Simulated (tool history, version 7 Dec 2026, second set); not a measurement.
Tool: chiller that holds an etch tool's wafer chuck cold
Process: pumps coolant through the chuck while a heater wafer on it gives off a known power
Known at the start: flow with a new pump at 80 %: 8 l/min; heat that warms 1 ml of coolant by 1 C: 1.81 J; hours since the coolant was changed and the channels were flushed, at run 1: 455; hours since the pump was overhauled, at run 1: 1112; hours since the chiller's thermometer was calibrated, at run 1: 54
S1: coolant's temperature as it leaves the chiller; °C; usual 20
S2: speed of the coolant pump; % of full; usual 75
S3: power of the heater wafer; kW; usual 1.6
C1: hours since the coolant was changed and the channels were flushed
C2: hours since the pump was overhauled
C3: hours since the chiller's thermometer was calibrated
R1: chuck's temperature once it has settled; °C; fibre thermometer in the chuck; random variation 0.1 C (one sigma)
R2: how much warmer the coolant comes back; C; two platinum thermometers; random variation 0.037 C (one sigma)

Run 1, hour 0: usual settings; C1 455; C2 1112; C3 54. Result: R1 38.3 °C, R2 7.08 C.
Run 2, hour 45.4: usual settings but S3 1.344 kW; C1 500; C2 1157; C3 99. Result: R1 35.3 °C, R2 5.93 C.
Run 3, hour 82.7: usual settings but S3 1.344 kW; C1 538; C2 1195; C3 136. Result: R1 35.1 °C, R2 5.86 C.
Run 4, hour 106.7: usual settings but S2 64 % of full; C1 562; C2 1219; C3 160. Result: R1 40 °C, R2 8.2 C.
Run 5, hour 149.6: usual settings but S2 64 % of full; C1 604; C2 1261; C3 203. Result: R1 39.9 °C, R2 8.25 C.
Run 6, hour 198.6: usual settings but S2 80 % of full; C1 653; C2 1310; C3 252. Result: R1 37.6 °C, R2 6.64 C.
Run 7, hour 225.3: usual settings but S2 80 % of full; C1 680; C2 1337; C3 279. Result: R1 37.6 °C, R2 6.56 C.
Run 8, hour 246.9: usual settings but S2 84 % of full, S3 1.221 kW; C1 702; C2 1359; C3 301. Result: R1 32.9 °C, R2 4.79 C.
Run 9, hour 276.8: usual settings but S1 18 °C, S3 1.566 kW; C1 732; C2 1389; C3 330. Result: R1 35.8 °C, R2 6.83 C.
Run 10, hour 304.7: usual settings but S1 23 °C; C1 760; C2 1417; C3 358. Result: R1 41.2 °C, R2 6.97 C.
Run 11, hour 332: usual settings but S1 19 °C, S2 82 % of full, S3 1.445 kW; C1 787; C2 1444; C3 386. Result: R1 34.7 °C, R2 5.76 C.
Run 12, hour 378.3: usual settings but S1 19 °C, S2 93 % of full, S3 1.884 kW; C1 833; C2 1490; C3 432. Result: R1 38 °C, R2 6.62 C.
Run 13, hour 410.5: usual settings but S1 11 °C, S2 93 % of full, S3 1.637 kW; C1 865; C2 1522; C3 464. Result: R1 27.6 °C, R2 5.75 C.
Run 14, hour 442: usual settings but S3 1.13 kW; C1 897; C2 1554; C3 496. Result: R1 32.9 °C, R2 4.91 C.

3 ways to go on from here, each from the tool as it stands after run 14. What would each give?
Run A, hour 468.9: usual settings but S2 67 % of full, S3 1.13 kW; C1 924; C2 1581; C3 523. Result: R1 ?, R2 ?.
Run B, hour 468.9: usual settings but S3 1.619 kW; C1 924; C2 1581; C3 523. Result: R1 ?, R2 ?.
Run C, hour 468.9: usual settings but S1 15 °C, S2 77 % of full; C1 924; C2 1581; C3 523. Result: R1 ?, R2 ?.

run    R1    R2
  A  33.8  5.41
  B  38.6  7.06
  C    33  6.78
Without the tool's hidden state the same runs would have given:
run    R1    R2
  A  33.8  5.54
  B  38.5  7.19
  C    33  6.91

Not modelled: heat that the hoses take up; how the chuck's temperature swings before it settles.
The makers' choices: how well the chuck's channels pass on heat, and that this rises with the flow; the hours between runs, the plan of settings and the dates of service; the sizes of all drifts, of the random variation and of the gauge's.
